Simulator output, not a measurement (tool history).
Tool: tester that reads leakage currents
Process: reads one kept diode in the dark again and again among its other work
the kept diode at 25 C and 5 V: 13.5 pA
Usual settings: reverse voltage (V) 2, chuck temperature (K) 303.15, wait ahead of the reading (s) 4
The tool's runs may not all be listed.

run,hour,reverse voltage (V),chuck temperature (K),wait ahead of the reading (s),current that the tester gives (pA)
1,0,2,303.15,4,16.7
2,132.2,2,303.15,0.59,18.02
3,330.2,2,303.15,0.59,18.34
4,510.5,2,303.15,1.65,18.04
5,671.1,2,297.15,4,11.13
6,839.9,2,297.15,4,11.33
7,1002.5,2,297.15,0.4,12.94
# hour 1044: chuck's temperature calibrated
8,1185.3,2,303.15,0.53,17.89
9,1365.6,2,303.15,0.53,18.08
10,1502.4,2,303.15,0.53,18.39
11,1731.3,5.12,302.15,3.59,28.55
12,1951.3,2,303.15,1.09,18.55
13,2167.7,2,303.15,1.09,18.97
# hour 2297: probe card cleaned and baked
14,2337.8,2,311.15,0.57,32.54
15,2437.3,2,311.15,7.1,31.76
16,2628.7,2.43,311.15,7.1,35.31
17,2826.4,19.29,310.15,1.13,94.55

Forecast each of these 4 alternatives for the next run:
A,3038.1,19.29,310.15,1.46,?
B,3038.1,2,309.15,4,?
C,3038.1,17.3,310.15,1.13,?
D,3038.1,9.16,303.15,4,?

run,current that the tester gives (pA)
A,96.36
B,28.14
C,91.86
D,36.31
Without the tool's hidden state the same runs would have given:
run,current that the tester gives (pA)
A,81
B,24.88
C,77.71
D,29.58
